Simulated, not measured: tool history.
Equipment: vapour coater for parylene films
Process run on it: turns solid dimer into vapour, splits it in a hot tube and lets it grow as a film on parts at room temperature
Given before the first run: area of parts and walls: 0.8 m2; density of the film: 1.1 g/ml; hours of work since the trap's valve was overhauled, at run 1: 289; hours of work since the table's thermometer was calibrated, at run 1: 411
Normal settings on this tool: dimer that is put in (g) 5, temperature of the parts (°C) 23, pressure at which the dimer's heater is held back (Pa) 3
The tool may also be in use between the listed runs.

run	hour	dimer that is put in (g)	temperature of the parts (°C)	pressure at which the dimer's heater is held back (Pa)	hours of work since the trap's valve was overhauled	hours of work since the table's thermometer was calibrated	thickness of the film (nm)
1	0	5	23	3	289	411	4270
2	43.2	5	23	3	323	445	4320
3	74.3	5	23	3	347	469	4230
4	112.6	5	23	3	377	499	4240
5	134.6	5	23	3	394	516	4300
6	172	5	23	3	423	546	4210
# hour 203.2: trap's valve overhauled
7	224	5	23	3	16	583	4160
8	261.3	5	23	3	45	612	4060
9	312.6	5	23	3	86	653	4030
10	336.4	5	23	3	104	671	4050
11	370	5	23	3	130	697	4060
# hour 396.9: trap's valve overhauled, once more
12	407.1	5	23	3	8	723	4600
13	434.1	8	23	3	29	745	7260
14	468	5	23	3	56	771	4510
15	493.5	5	23	3	76	791	4510
16	528.8	5	23	3	103	819	4530
17	573.4	7	32	3.67	138	853	4310
18	604.2	5	21	7.46	162	877	4020
19	631.1	5	21	7.46	183	899	3980
20	676.5	5	21	7.46	219	934	3940
21	710.8	5	21	7.46	245	961	3970
22	763.2	5	21	7.46	286	1002	3870
23	798.7	5	16	7.46	314	1030	4660
24	832.6	8	32	3	341	1056	5000

3 ways to go on from here, each from the tool as it stands after run 24. What would each give?
A	867.7	5	23	6.06	368	1084	?
B	867.7	8	17	2.69	368	1084	?
C	867.7	5	34	2.1	368	1084	?

run	thickness of the film (nm)
A	3720
B	8310
C	3110
Without the tool's unlogged condition, the same runs would have read:
run	thickness of the film (nm)
A	3830
B	8940
C	3200

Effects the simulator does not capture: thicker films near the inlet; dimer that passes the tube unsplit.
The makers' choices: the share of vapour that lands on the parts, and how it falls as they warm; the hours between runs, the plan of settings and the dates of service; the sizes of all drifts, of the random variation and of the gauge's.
